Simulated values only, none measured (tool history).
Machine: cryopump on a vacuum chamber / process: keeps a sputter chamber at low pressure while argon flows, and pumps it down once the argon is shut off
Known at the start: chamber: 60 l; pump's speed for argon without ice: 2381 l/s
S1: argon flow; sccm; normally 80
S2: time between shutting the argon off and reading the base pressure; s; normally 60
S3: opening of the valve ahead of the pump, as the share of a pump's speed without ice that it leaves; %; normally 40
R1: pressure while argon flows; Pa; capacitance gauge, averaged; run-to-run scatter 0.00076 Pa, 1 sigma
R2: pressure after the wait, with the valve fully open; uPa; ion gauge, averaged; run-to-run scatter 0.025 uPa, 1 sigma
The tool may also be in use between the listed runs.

Run 1, hour 0: usual settings. Result: R1 0.1585 Pa, R2 1.25 uPa.
Run 2, hour 12.4: usual settings. Result: R1 0.1607 Pa, R2 1.22 uPa.
Run 3, hour 22: usual settings. Result: R1 0.16 Pa, R2 1.24 uPa.
Run 4, hour 34: usual settings. Result: R1 0.1619 Pa, R2 1.21 uPa.
Run 5, hour 48.5: usual settings. Result: R1 0.1633 Pa, R2 1.3 uPa.
Run 6, hour 58.2: usual settings. Result: R1 0.1634 Pa, R2 1.24 uPa.
Run 7, hour 72.5: usual settings but S1 67 sccm. Result: R1 0.1362 Pa, R2 1.29 uPa.
Run 8, hour 85.1: usual settings but S3 20 %. Result: R1 0.3067 Pa, R2 1.34 uPa.
Run 9, hour 94.3: usual settings. Result: R1 0.164 Pa, R2 1.28 uPa.
Run 10, hour 110.6: usual settings. Result: R1 0.1646 Pa, R2 1.35 uPa.
Run 11, hour 120.6: usual settings. Result: R1 0.1647 Pa, R2 1.37 uPa.
Run 12, hour 131.9: usual settings. Result: R1 0.165 Pa, R2 1.33 uPa.
Run 13, hour 141.2: usual settings but S2 49 s. Result: R1 0.1647 Pa, R2 1.54 uPa.
Run 14, hour 149.6: usual settings but S2 49 s. Result: R1 0.1667 Pa, R2 1.6 uPa.
Run 15, hour 163: usual settings but S2 25 s. Result: R1 0.167 Pa, R2 2.56 uPa.
Run 16, hour 173.2: usual settings but S2 24 s. Result: R1 0.1671 Pa, R2 2.79 uPa.
Run 17, hour 181.6: usual settings but S3 32 %. Result: R1 0.2049 Pa, R2 1.37 uPa.
Run 18, hour 196.6: usual settings but S3 26 %. Result: R1 0.2439 Pa, R2 1.41 uPa.
Run 19, hour 204.5: usual settings but S1 64 sccm. Result: R1 0.1341 Pa, R2 1.38 uPa.
Run 20, hour 226.2: usual settings but S1 64 sccm. Result: R1 0.1151 Pa, R2 1.3 uPa.
Run 21, hour 239.8: usual settings but S2 136 s, S3 17 %. Result: R1 0.3385 Pa, R2 0.77 uPa.
Run 22, hour 254.5: usual settings but S2 278 s, S3 27 %. Result: R1 0.2107 Pa, R2 0.59 uPa.
Run 23, hour 265.3: usual settings but S1 137 sccm, S2 122 s. Result: R1 0.2458 Pa, R2 0.87 uPa.
Run 24, hour 281: usual settings but S1 94 sccm, S2 244 s, S3 30 %. Result: R1 0.2252 Pa, R2 0.63 uPa.
Run 25, hour 290.2: usual settings but S1 40 sccm, S2 37 s, S3 30 %. Result: R1 0.0964 Pa, R2 1.86 uPa.
Run 26, hour 306.2: usual settings but S1 40 sccm, S2 37 s, S3 30 %. Result: R1 0.0953 Pa, R2 1.88 uPa.
Run 27, hour 323.9: usual settings but S1 40 sccm, S2 37 s, S3 30 %. Result: R1 0.0954 Pa, R2 1.9 uPa.
Run 28, hour 333.1: usual settings but S3 42 %. Result: R1 0.1366 Pa, R2 1.35 uPa.
Run 29, hour 345.9: usual settings but S3 42 %. Result: R1 0.1376 Pa, R2 1.34 uPa.
Run 30, hour 364.3: usual settings but S1 38 sccm, S2 44 s, S3 24 %. Result: R1 0.113 Pa, R2 1.68 uPa.
Run 31, hour 375.1: usual settings but S1 38 sccm, S2 44 s, S3 24 %. Result: R1 0.1156 Pa, R2 1.69 uPa.
Run 32, hour 383.5: usual settings but S1 130 sccm, S2 53 s, S3 35 %. Result: R1 0.2711 Pa, R2 1.5 uPa.
Run 33, hour 399.2: usual settings but S1 63 sccm, S2 63 s, S3 15 %. Result: R1 0.3024 Pa, R2 1.35 uPa.
Run 34, hour 413.8: usual settings but S1 48 sccm, S2 34 s, S3 19 %. Result: R1 0.182 Pa, R2 2.11 uPa.

Withheld: 1 entry from between the runs. Position of each, and hidden state at the listed run before versus the listed run after:
Between runs 19 and 20: pump warmed up, emptied and cooled again (hour 221.8)
  pump's speed, % of a pump's without ice: 69.1 -> 99.8; cold plate's temperature, K: 12.58 -> 12.59; leak into the chamber, uPa l/s: 878 -> 897
  measured minus no-state result, R1: +0.021 -> +0.0006 Pa; R2: +0.4 -> +0.27 uPa
